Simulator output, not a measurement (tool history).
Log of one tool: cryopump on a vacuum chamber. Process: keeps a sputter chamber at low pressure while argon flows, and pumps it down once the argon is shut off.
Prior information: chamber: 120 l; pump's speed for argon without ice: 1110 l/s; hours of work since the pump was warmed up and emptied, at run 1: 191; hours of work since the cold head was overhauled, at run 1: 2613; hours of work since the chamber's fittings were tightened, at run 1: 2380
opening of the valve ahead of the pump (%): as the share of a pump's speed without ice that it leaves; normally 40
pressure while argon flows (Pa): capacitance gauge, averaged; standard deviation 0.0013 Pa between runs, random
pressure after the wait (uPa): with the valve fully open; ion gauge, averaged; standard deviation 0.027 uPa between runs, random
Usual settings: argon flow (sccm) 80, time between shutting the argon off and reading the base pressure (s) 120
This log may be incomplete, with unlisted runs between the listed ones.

run	hour	argon flow (sccm)	time between shutting the argon off and reading the base pressure (s)	opening of the valve ahead of the pump (%)	hours of work since the pump was warmed up and emptied	hours of work since the cold head was overhauled	hours of work since the chamber's fittings were tightened	pressure while argon flows (Pa)	pressure after the wait (uPa)
1	0	80	120	40	191	2613	2380	0.3224	1.99
2	35.1	80	120	40	219	2641	2408	0.3265	1.97
3	83.1	80	120	40	258	2679	2447	0.3281	2.05
4	146.3	80	156	40	308	2730	2497	0.3321	1.87
5	185.3	80	156	40	340	2761	2529	0.3367	1.93
# hour 218.5: pump warmed up, emptied and cooled again
6	244.9	138	120	40	21	2805	2572	0.5373	1.85
7	314.4	80	120	40	77	2861	2628	0.3108	1.99
8	359.5	80	120	40	113	2897	2664	0.3166	1.93
9	398.5	80	120	40	144	2928	2695	0.3183	1.99
10	466.8	80	120	40	199	2983	2750	0.3231	2.04
11	542.7	156	120	40	260	3043	2811	0.6387	2.14
12	596.5	80	120	40	303	3086	2854	0.3344	2.19
# hour 675.9: pump warmed up, emptied and cooled again
13	679.1	42	120	40	3	3149	2916	0.1619	2.01
14	719.3	45	120	40	35	3181	2948	0.1735	2.05
15	755.8	45	120	40	64	3210	2978	0.1745	2.04
16	822.3	45	120	40	117	3263	3031	0.1781	2.13
# hour 856.3: leaking fittings of the chamber tightened, without venting
17	862.7	45	120	35	148	3294	5	0.2025	1.33
18	935.2	48	120	35	206	3352	63	0.2214	1.29
19	1006.9	48	120	23	264	3410	121	0.332	1.35
20	1087.1	48	120	23	328	3474	185	0.3352	1.39
# hour 1135.7: pump warmed up, emptied and cooled again
21	1153.5	137	87	51	14	3523	234	0.4153	1.71
22	1225.1	112	22	28	72	3580	291	0.6214	5.41
23	1288.9	109	108	59	123	3631	343	0.2986	1.47
24	1326	143	274	21	152	3661	372	1.0658	0.86
25	1409.2	143	274	21	219	3728	439	1.0776	0.92
26	1461.2	126	120	40	261	3769	481	0.5185	1.41
27	1535.3	67	120	21	320	3829	540	0.5128	1.46
# hour 1592.1: pump warmed up, emptied and cooled again
28	1609.4	80	145	17	14	3884	595	0.7281	1.23
29	1679.8	109	41	30	70	3941	652	0.5636	3.21
30	1720.9	109	41	30	103	3974	685	0.5661	3.22
31	1759.8	58	38	40	134	4005	716	0.2283	3.39
32	1826	94	57	19	187	4058	769	0.7722	2.59
33	1911	34	192	55	255	4126	837	0.1037	1.13

What if the next run were any one of these 4? Each begins from the tool's condition after run 33:
A	1948.5	127	192	55	285	4156	867	?	?
B	1948.5	80	120	27	285	4156	867	?	?
C	1948.5	80	31	40	285	4156	867	?	?
D	1948.5	144	192	39	285	4156	867	?	?

run	pressure while argon flows (Pa)	pressure after the wait (uPa)
A	0.3938	1.2
B	0.4775	1.55
C	0.3279	4.29
D	0.6105	1.18
Take away the tool's hidden state, keep each run's random variation, and the runs would have read:
run	pressure while argon flows (Pa)	pressure after the wait (uPa)
A	0.3527	0.86
B	0.4516	1.2
C	0.3022	3.94
D	0.5639	0.83
